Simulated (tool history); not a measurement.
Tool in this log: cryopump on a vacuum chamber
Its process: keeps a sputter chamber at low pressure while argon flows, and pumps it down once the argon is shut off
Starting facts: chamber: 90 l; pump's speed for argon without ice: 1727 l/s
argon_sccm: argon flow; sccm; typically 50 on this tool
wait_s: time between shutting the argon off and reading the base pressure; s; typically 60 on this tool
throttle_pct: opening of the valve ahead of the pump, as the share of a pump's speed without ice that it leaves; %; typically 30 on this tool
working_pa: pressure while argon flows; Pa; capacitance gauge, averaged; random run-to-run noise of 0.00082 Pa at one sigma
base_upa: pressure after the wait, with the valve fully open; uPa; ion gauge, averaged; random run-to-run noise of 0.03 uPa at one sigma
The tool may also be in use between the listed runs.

{"run": 1, "day": 0.0, "argon_sccm": 50, "wait_s": 60, "throttle_pct": 30, "working_pa": 0.1703, "base_upa": 1.59}
{"run": 2, "day": 1.108, "argon_sccm": 50, "wait_s": 60, "throttle_pct": 30, "working_pa": 0.1707, "base_upa": 1.61}
{"run": 3, "day": 2.342, "argon_sccm": 50, "wait_s": 60, "throttle_pct": 30, "working_pa": 0.1726, "base_upa": 1.6}
{"run": 4, "day": 3.65, "argon_sccm": 50, "wait_s": 60, "throttle_pct": 30, "working_pa": 0.1735, "base_upa": 1.6}
{"run": 5, "day": 4.371, "argon_sccm": 50, "wait_s": 60, "throttle_pct": 30, "working_pa": 0.172, "base_upa": 1.59}
{"run": 6, "day": 5.279, "argon_sccm": 32, "wait_s": 60, "throttle_pct": 30, "working_pa": 0.1118, "base_upa": 1.65}
{"run": 7, "day": 6.621, "argon_sccm": 32, "wait_s": 60, "throttle_pct": 30, "working_pa": 0.1114, "base_upa": 1.62}
{"run": 8, "day": 7.908, "argon_sccm": 32, "wait_s": 60, "throttle_pct": 30, "working_pa": 0.1131, "base_upa": 1.63}
{"run": 9, "day": 8.962, "argon_sccm": 50, "wait_s": 62, "throttle_pct": 30, "working_pa": 0.1779, "base_upa": 1.59}
{"run": 10, "day": 9.838, "argon_sccm": 50, "wait_s": 60, "throttle_pct": 23, "working_pa": 0.2271, "base_upa": 1.65}
{"run": 11, "day": 11.029, "argon_sccm": 50, "wait_s": 51, "throttle_pct": 30, "working_pa": 0.1797, "base_upa": 1.88}
{"run": 12, "day": 11.804, "argon_sccm": 50, "wait_s": 51, "throttle_pct": 30, "working_pa": 0.1786, "base_upa": 1.97}
{"run": 13, "day": 12.538, "argon_sccm": 50, "wait_s": 51, "throttle_pct": 30, "working_pa": 0.1791, "base_upa": 1.99}
{"run": 14, "day": 13.629, "argon_sccm": 32, "wait_s": 60, "throttle_pct": 30, "working_pa": 0.116, "base_upa": 1.72}
{"run": 15, "day": 14.292, "argon_sccm": 32, "wait_s": 60, "throttle_pct": 30, "working_pa": 0.1155, "base_upa": 1.72}
{"day": 14.892, "done": "pump warmed up, emptied and cooled again"}
{"run": 16, "day": 15.75, "argon_sccm": 32, "wait_s": 60, "throttle_pct": 30, "working_pa": 0.1043, "base_upa": 1.61}
{"run": 17, "day": 16.508, "argon_sccm": 50, "wait_s": 60, "throttle_pct": 40, "working_pa": 0.1249, "base_upa": 1.62}
{"run": 18, "day": 17.15, "argon_sccm": 50, "wait_s": 60, "throttle_pct": 40, "working_pa": 0.1246, "base_upa": 1.66}

What does the tool deliver on the next run?
{"run": 19, "day": 17.933, "argon_sccm": 50, "wait_s": 178, "throttle_pct": 18, "working_pa": "?", "base_upa": "?"}

{"run 19": {"working_pa": 0.2733, "base_upa": 0.77}}
Minus the tool's unlogged condition, the same run would have read working_pa 0.2712 Pa, base_upa 0.6 uPa.

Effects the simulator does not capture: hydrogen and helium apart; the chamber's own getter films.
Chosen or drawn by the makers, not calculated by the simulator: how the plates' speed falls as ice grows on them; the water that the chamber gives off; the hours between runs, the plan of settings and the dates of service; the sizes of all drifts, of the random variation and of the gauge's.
